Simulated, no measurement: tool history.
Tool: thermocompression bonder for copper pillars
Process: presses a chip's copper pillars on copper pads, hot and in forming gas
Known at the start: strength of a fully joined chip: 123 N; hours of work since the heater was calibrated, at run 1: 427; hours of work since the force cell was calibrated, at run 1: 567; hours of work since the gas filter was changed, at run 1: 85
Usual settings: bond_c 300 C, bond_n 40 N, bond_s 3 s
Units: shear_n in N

run	hour	bond_c	bond_n	bond_s	hours of work since the heater was calibrated	hours of work since the force cell was calibrated	hours of work since the gas filter was changed	shear_n
1	0	300	40	3	427	567	85	42.2
2	11.8	300	40	3	435	575	93	41.6
3	23.1	300	40	3	443	583	101	41.7
4	31.9	300	40	3	449	589	107	42.2
5	40.6	328	40	3	455	595	113	58.4
6	50.1	300	32	3	462	602	119	34.1
7	66.9	300	32	3	473	613	131	33.4
8	85.2	300	32	3	486	626	144	32.5
# hour 90.8: forming gas filter changed
9	100.3	319	32	3	496	636	7	47.6
10	108.8	319	32	3	502	642	13	48.2
11	119.5	300	27	3	510	650	20	31.2
12	127.8	300	27	3	515	655	26	30.7
13	144.4	300	27	3	527	667	37	31.9
14	153	300	40	3	533	673	43	43
15	171.8	300	40	3	546	686	56	42.8
16	180.3	300	40	3	552	692	62	43.4
17	191.8	300	40	3	560	700	70	42.7
18	200.1	300	40	3	566	706	76	42
19	213.8	314	40	3	575	715	85	49.7
20	221.8	314	40	3	581	721	91	50.2
21	234.6	300	40	3	590	729	100	41.2
22	244.7	300	40	2	597	736	107	34.9
23	262.2	289	24	3	609	749	119	21.8
24	276.7	295	54	2	619	759	129	39.4
25	291.9	295	54	2	629	769	140	40.7
# hour 302.6: forming gas filter changed
26	302.6	294	46	2	636	776	0	39.5
27	321.2	308	40	5	649	789	13	59.6
28	330.2	274	50	2	656	795	19	31
29	344	309	50	6	665	805	29	72.9
30	359.8	300	31	8	676	816	40	51.8
31	372	277	30	8	685	825	48	35
32	381.1	281	37	8	691	831	55	45.2
33	395.2	322	34	3	701	841	64	48.9
34	413.4	307	26	9	713	853	77	49.7
35	427.7	300	35	6	723	863	87	48.8
36	436.9	300	35	6	730	870	93	48.4
37	452.6	288	46	3	741	880	104	38.2
38	461.2	306	52	5	747	886	110	64.2
39	473	306	52	5	755	895	118	64.4
40	490.2	306	52	5	767	907	130	64.5
41	501.8	324	60	3	775	915	138	71

3 ways to go on from here, each from the tool as it stands after run 41. What would each give?
# hour 515: forming gas filter changed
A	520.7	324	49	7	787	927	4	?
# hour 515: forming gas filter changed
B	520.7	326	31	3	787	927	4	?
# hour 515: forming gas filter changed
C	520.7	307	40	6	787	927	4	?

run	shear_n
A	89.4
B	51.2
C	63.3
Without the tool's hidden state the same runs would have given:
run	shear_n
A	89.5
B	51.2
C	63.5

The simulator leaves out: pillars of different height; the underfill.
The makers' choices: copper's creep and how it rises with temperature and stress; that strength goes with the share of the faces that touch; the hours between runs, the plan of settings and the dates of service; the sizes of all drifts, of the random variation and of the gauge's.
